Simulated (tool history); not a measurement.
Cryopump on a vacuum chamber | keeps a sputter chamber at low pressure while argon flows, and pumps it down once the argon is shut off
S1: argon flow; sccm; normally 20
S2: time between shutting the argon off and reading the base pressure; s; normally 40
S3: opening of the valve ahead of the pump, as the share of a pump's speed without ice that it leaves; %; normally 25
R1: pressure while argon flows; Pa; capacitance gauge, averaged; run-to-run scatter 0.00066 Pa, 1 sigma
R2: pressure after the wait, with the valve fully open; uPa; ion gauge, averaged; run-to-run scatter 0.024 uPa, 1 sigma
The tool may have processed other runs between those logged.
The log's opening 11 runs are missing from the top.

Run 12, hour 253.6: usual settings but S2 32 s. Result: R1 0.1118 Pa, R2 3.53 uPa.
Run 13, hour 270.3: usual settings but S2 32 s. Result: R1 0.1107 Pa, R2 3.57 uPa.
Run 14, hour 283.8: usual settings but S2 32 s. Result: R1 0.1116 Pa, R2 3.57 uPa.
Run 15, hour 302.1: usual settings but S2 32 s. Result: R1 0.1135 Pa, R2 3.58 uPa.
Run 16, hour 323.2: usual settings. Result: R1 0.1116 Pa, R2 3.52 uPa.
Run 17, hour 336.7: usual settings. Result: R1 0.1123 Pa, R2 3.72 uPa.
Run 18, hour 358.0: usual settings but S1 16 sccm, S2 62 s, S3 18 %. Result: R1 0.1236 Pa, R2 3.48 uPa.
Run 19, hour 370.5: usual settings but S2 64 s, S3 53 %. Result: R1 0.0567 Pa, R2 3.41 uPa.
Run 20, hour 397.8: usual settings but S2 31 s, S3 19 %. Result: R1 0.1472 Pa, R2 4.01 uPa.
Run 21, hour 423.2: usual settings but S3 38 %. Result: R1 0.0768 Pa, R2 3.90 uPa.
Run 22, hour 439.3: usual settings but S3 38 %. Result: R1 0.0760 Pa, R2 3.99 uPa.
At hour 462.8: pump warmed up, emptied and cooled again.
Run 23, hour 465.8: usual settings but S3 38 %. Result: R1 0.0713 Pa, R2 3.41 uPa.
Run 24, hour 482.1: usual settings but S1 26 sccm, S2 22 s, S3 44 %. Result: R1 0.0806 Pa, R2 4.08 uPa.
Run 25, hour 503.5: usual settings but S1 26 sccm, S2 22 s, S3 44 %. Result: R1 0.0807 Pa, R2 4.16 uPa.
Run 26, hour 516.7: usual settings but S1 29 sccm, S2 298 s, S3 24 %. Result: R1 0.1651 Pa, R2 3.08 uPa.
Run 27, hour 541.7: usual settings but S1 29 sccm, S2 298 s, S3 24 %. Result: R1 0.1649 Pa, R2 3.06 uPa.
Run 28, hour 556.6: usual settings but S1 29 sccm, S2 298 s, S3 24 %. Result: R1 0.1642 Pa, R2 3.30 uPa.
Run 29, hour 580.2: usual settings but S1 29 sccm, S2 265 s, S3 15 %. Result: R1 0.2645 Pa, R2 3.27 uPa.
Run 30, hour 595.3: usual settings but S1 29 sccm, S2 265 s, S3 15 %. Result: R1 0.2655 Pa, R2 3.29 uPa.
Run 31, hour 607.8: usual settings but S1 29 sccm, S2 265 s, S3 53 %. Result: R1 0.0763 Pa, R2 3.32 uPa.
Run 32, hour 623.6: usual settings but S1 29 sccm, S2 265 s, S3 53 %. Result: R1 0.0760 Pa, R2 3.42 uPa.
Run 33, hour 643.6: usual settings but S1 9 sccm, S2 95 s, S3 17 %. Result: R1 0.0734 Pa, R2 3.69 uPa.
Run 34, hour 662.8: usual settings but S1 33 sccm. Result: R1 0.1833 Pa, R2 4.07 uPa.

3 ways to go on from here, each from the tool as it stands after run 34. What would each give?
Run A, hour 685.4: usual settings but S1 17 sccm, S2 32 s, S3 21 %. Result: R1 ?, R2 ?.
Run B, hour 685.4: usual settings but S3 45 %. Result: R1 ?, R2 ?.
Run C, hour 685.4: usual settings but S3 52 %. Result: R1 ?, R2 ?.

run      R1    R2
  A  0.1124  4.34
  B  0.0629  4.16
  C  0.0543  4.20
Without the tool's hidden state the same runs would have given:
run      R1    R2
  A  0.1102  1.04
  B  0.0604  0.85
  C  0.0518  0.89
